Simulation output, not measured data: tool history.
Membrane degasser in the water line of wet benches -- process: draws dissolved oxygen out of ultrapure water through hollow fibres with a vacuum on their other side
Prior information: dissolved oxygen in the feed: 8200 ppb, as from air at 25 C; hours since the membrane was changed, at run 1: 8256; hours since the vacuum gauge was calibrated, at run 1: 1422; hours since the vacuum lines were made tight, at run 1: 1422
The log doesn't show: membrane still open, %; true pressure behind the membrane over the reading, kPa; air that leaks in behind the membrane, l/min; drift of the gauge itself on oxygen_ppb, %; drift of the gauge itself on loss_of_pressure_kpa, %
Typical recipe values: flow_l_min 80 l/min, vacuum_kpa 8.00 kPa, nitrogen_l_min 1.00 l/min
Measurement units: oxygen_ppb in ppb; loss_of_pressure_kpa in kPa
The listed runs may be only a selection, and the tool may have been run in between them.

run    hour  flow_l_min  vacuum_kpa  nitrogen_l_min  hours since the membrane was changed  hours since the vacuum gauge was calibrated  hours since the vacuum lines were made tight  oxygen_ppb  loss_of_pressure_kpa
  1     0.0          80        8.00            1.00                                  8256                                         1422                                          1422       637.7                 27.76
  2   113.0          80        8.00            1.00                                  8369                                         1535                                          1535       642.6                 27.55
  3   239.5          80        8.00            1.00                                  8495                                         1662                                          1662       639.5                 27.71
  4   447.6          80        8.00            1.00                                  8703                                         1870                                          1870       634.6                 28.09
  5   654.7          80        8.00            1.00                                  8910                                         2077                                          2077       633.8                 27.56
  6   819.4          80        8.00            1.00                                  9075                                         2242                                          2242       645.4                 27.71
  7   940.8          80        8.00            1.00                                  9196                                         2363                                          2363       641.4                 27.87
  8  1121.2          80        8.00            1.00                                  9377                                         2544                                          2544       638.4                 27.95
  9  1226.8          80        8.00            1.00                                  9482                                         2649                                          2649       645.6                 27.83
 10  1349.2          80        8.00            1.00                                  9605                                         2772                                          2772       645.4                 27.93
 11  1510.7          80        8.00            1.00                                  9766                                         2933                                          2933       647.8                 28.04
     1523.9  -- vacuum gauge calibrated
 12  1669.3          80        8.00            1.00                                  9924                                          145                                          3091       649.3                 27.90
 13  1817.6          80        8.00            1.00                                 10073                                          294                                          3240       656.2                 28.04
 14  1926.2          80        8.00            1.00                                 10181                                          402                                          3348       654.3                 28.31
 15  2017.5          80        8.00            1.00                                 10273                                          494                                          3439       650.1                 28.33
 16  2217.4          80        8.00            0.51                                 10473                                          693                                          3639       952.1                 28.35
 17  2337.1          80        6.14            0.51                                 10592                                          813                                          3759       626.2                 28.18
 18  2441.4          80       10.69            0.74                                 10697                                          917                                          3863      1153.2                 28.23
 19  2551.0          80       10.69            0.74                                 10806                                         1027                                          3973      1156.9                 28.59
     2605.1  -- vacuum gauge calibrated, once more
 20  2708.7          52        7.79            1.36                                 10963                                          104                                          4130       348.9                 18.56
 21  2806.3          52        7.79            1.36                                 11061                                          201                                          4228       344.2                 18.63
 22  2893.0         113        7.06            0.58                                 11148                                          288                                          4314       846.4                 40.24
 23  2980.1         113        7.06            0.58                                 11235                                          375                                          4402       846.1                 40.19
 24  3126.3          66       14.24            1.00                                 11381                                          521                                          4548      1174.3                 23.32
 25  3265.0          58       14.24            0.52                                 11520                                          660                                          4686      1580.0                 20.74
 26  3349.9          69        6.74            1.84                                 11605                                          745                                          4771       278.4                 24.38
 27  3519.4          86        4.86            1.34                                 11774                                          914                                          4941       218.4                 30.56
 28  3721.1         123        6.97            0.56                                 11976                                         1116                                          5143       892.2                 43.88
 29  3845.9         123        6.97            1.08                                 12101                                         1241                                          5267       663.0                 44.24
     3884.8  -- membrane cartridge changed
 30  4001.9         123        6.53            1.08                                   117                                         1393                                          5419       574.3                 39.40
 31  4105.4          58       19.31            2.49                                   221                                         1496                                          5523       758.3                 18.60

Entry by entry between the runs, the difference in hidden state between the last listed run before and the first listed run after:
After run 11, before run 12: vacuum gauge calibrated (hour 1523.9)
  membrane still open, %: 91.4 -> 91.2; true pressure behind the membrane over the reading, kPa: 0.12 -> 0.19; air that leaks in behind the membrane, l/min: 0.0052 -> 0.0053
  measured result minus the result with no hidden state, oxygen_ppb: +23.9 -> +31.9 ppb; loss_of_pressure_kpa: +2.43 -> +2.45 kPa
After run 19, before run 20: vacuum gauge calibrated, once more (hour 2605.1)
  membrane still open, %: 90.4 -> 90.3; true pressure behind the membrane over the reading, kPa: 0.22 -> -0.04; air that leaks in behind the membrane, l/min: 0.0061 -> 0.0063
  measured result minus the result with no hidden state, oxygen_ppb: +38.1 -> +1.3 ppb; loss_of_pressure_kpa: +2.72 -> +1.79 kPa
After run 29, before run 30: membrane cartridge changed (hour 3884.8)
  membrane still open, %: 89.3 -> 99.9; true pressure behind the membrane over the reading, kPa: 0 -> 0.01; air that leaks in behind the membrane, l/min: 0.0073 -> 0.0075
  measured result minus the result with no hidden state, oxygen_ppb: +27.2 -> +0.4 ppb; loss_of_pressure_kpa: +4.75 -> +0.04 kPa
